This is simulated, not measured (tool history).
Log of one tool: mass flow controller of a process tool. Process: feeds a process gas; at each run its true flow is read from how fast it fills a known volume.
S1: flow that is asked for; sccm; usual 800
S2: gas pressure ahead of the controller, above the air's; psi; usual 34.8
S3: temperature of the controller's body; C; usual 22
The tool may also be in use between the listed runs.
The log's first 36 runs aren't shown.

Run 37, hour 13181.0: usual settings but S3 35 C. Result: true flow (%) 98.68.
Run 38, hour 13597.4: usual settings but S1 664 sccm, S2 26.0 psi, S3 40 C. Result: true flow (%) 97.92.
Run 39, hour 14109.7: usual settings but S1 631 sccm, S2 31.9 psi, S3 28 C. Result: true flow (%) 98.07.
Run 40, hour 14349.1: usual settings but S1 631 sccm, S2 31.9 psi, S3 28 C. Result: true flow (%) 98.20.
Run 41, hour 14605.0: usual settings but S1 631 sccm, S2 31.9 psi, S3 28 C. Result: true flow (%) 98.00.
Run 42, hour 14866.9: usual settings but S1 401 sccm, S2 21.9 psi, S3 33 C. Result: true flow (%) 96.52.
Run 43, hour 15309.1: usual settings but S1 401 sccm, S2 21.9 psi, S3 33 C. Result: true flow (%) 96.39.
Run 44, hour 15674.6: usual settings but S1 192 sccm. Result: true flow (%) 95.22.
Run 45, hour 15994.3: usual settings but S1 192 sccm, S3 27 C. Result: true flow (%) 94.75.
Run 46, hour 16240.8: usual settings but S2 20.3 psi, S3 29 C. Result: true flow (%) 97.81.
Run 47, hour 16462.3: usual settings but S1 239 sccm, S3 28 C. Result: true flow (%) 95.29.
Run 48, hour 16906.2: usual settings but S1 239 sccm, S3 28 C. Result: true flow (%) 94.94.

Forecast each of these 3 alternatives for the next run:
Run A, hour 17206.1: usual settings but S1 158 sccm, S3 20 C. Result: true flow (%) ?.
Run B, hour 17206.1: usual settings but S1 239 sccm, S2 20.5 psi, S3 40 C. Result: true flow (%) ?.
Run C, hour 17206.1: usual settings but S2 38.1 psi, S3 27 C. Result: true flow (%) ?.

run  true flow (%)
  A          93.70
  B          94.09
  C          98.29
Without the tool's hidden state the same runs would have given:
run  true flow (%)
  A          97.94
  B          97.17
  C          99.77
